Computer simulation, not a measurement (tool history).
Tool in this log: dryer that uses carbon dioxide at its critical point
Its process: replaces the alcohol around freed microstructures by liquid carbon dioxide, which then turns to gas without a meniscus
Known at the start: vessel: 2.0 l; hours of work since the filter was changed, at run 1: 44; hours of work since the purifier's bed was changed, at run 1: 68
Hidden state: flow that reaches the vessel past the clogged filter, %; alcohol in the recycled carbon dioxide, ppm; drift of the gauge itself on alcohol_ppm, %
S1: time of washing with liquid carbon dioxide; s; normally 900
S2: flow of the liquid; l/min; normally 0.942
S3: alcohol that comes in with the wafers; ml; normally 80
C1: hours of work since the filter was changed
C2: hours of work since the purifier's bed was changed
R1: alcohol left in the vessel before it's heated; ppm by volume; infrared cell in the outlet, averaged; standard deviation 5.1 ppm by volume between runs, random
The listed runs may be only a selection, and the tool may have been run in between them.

Run 1, hour 0: usual settings; C1 44; C2 68. Result: R1 90 ppm by volume.
Run 2, hour 7.7: usual settings; C1 48; C2 73. Result: R1 95 ppm by volume.
Run 3, hour 16.4: usual settings; C1 53; C2 78. Result: R1 85 ppm by volume.
Run 4, hour 26.1: usual settings; C1 59; C2 83. Result: R1 88 ppm by volume.
Run 5, hour 34.9: usual settings; C1 64; C2 88. Result: R1 100 ppm by volume.
Run 6, hour 42.1: usual settings; C1 68; C2 92. Result: R1 104 ppm by volume.
Run 7, hour 48.5: usual settings; C1 72; C2 96. Result: R1 96 ppm by volume.
Run 8, hour 63: usual settings; C1 80; C2 104. Result: R1 111 ppm by volume.
Run 9, hour 69.5: usual settings but S3 42 ml; C1 84; C2 108. Result: R1 59 ppm by volume.
Run 10, hour 79.3: usual settings but S3 42 ml; C1 90; C2 114. Result: R1 77 ppm by volume.
Run 11, hour 86.6: usual settings but S3 42 ml; C1 94; C2 118. Result: R1 74 ppm by volume.
Run 12, hour 102: usual settings but S3 73 ml; C1 103; C2 127. Result: R1 115 ppm by volume.
Run 13, hour 116.6: usual settings; C1 111; C2 135. Result: R1 125 ppm by volume.
Run 14, hour 128.9: usual settings but S1 540 s; C1 118; C2 142. Result: R1 1140 ppm by volume.
Run 15, hour 140: usual settings but S1 540 s; C1 125; C2 149. Result: R1 1221 ppm by volume.
Run 16, hour 149.7: usual settings but S1 540 s; C1 130; C2 154. Result: R1 1196 ppm by volume.
Run 17, hour 160.9: usual settings but S2 1.534 l/min, S3 74 ml; C1 137; C2 161. Result: R1 30 ppm by volume.
Run 18, hour 172: usual settings but S1 600 s, S2 1.534 l/min, S3 22 ml; C1 143; C2 167. Result: R1 53 ppm by volume.
Run 19, hour 186.7: usual settings but S1 1020 s, S2 1.45 l/min, S3 20 ml; C1 151; C2 176. Result: R1 33 ppm by volume.
Run 20, hour 201.8: usual settings but S1 1020 s, S2 1.48 l/min, S3 108 ml; C1 160; C2 184. Result: R1 41 ppm by volume.
Run 21, hour 208: usual settings but S1 660 s, S2 0.599 l/min, S3 30 ml; C1 164; C2 188. Result: R1 1037 ppm by volume.
Run 22, hour 216: usual settings but S1 660 s, S2 0.599 l/min, S3 30 ml; C1 168; C2 192. Result: R1 1052 ppm by volume.
Run 23, hour 223.7: usual settings but S1 660 s, S2 0.599 l/min, S3 30 ml; C1 173; C2 197. Result: R1 1078 ppm by volume.
Run 24, hour 238.6: usual settings but S1 840 s, S2 1.527 l/min, S3 99 ml; C1 181; C2 205. Result: R1 47 ppm by volume.
At hour 247.6: inlet filter changed.
Run 25, hour 251.3: usual settings but S1 840 s, S2 1.527 l/min, S3 99 ml; C1 2; C2 212. Result: R1 35 ppm by volume.
Run 26, hour 263.2: usual settings but S2 1.303 l/min; C1 9; C2 219. Result: R1 47 ppm by volume.
Run 27, hour 273.3: usual settings but S2 1.303 l/min; C1 15; C2 225. Result: R1 48 ppm by volume.
Run 28, hour 279.9: usual settings but S2 1.312 l/min, S3 20 ml; C1 19; C2 229. Result: R1 41 ppm by volume.
Run 29, hour 288.9: usual settings but S2 1.312 l/min, S3 20 ml; C1 24; C2 234. Result: R1 37 ppm by volume.

3 options for the next run, each taken on its own from the tool as it stands now. Forecast them:
Run A, hour 302.8: usual settings but S1 1320 s, S2 0.601 l/min, S3 49 ml; C1 32; C2 242. Result: R1 ?.
Run B, hour 302.8: usual settings but S1 1200 s, S2 0.965 l/min, S3 20 ml; C1 32; C2 242. Result: R1 ?.
Run C, hour 302.8: usual settings but S2 1.326 l/min, S3 34 ml; C1 32; C2 242. Result: R1 ?.

run   R1
  A  101
  B   49
  C   53
Take away the tool's hidden state, keep each run's random variation, and the runs would have read:
run  R1
  A  54
  B  10
  C  14
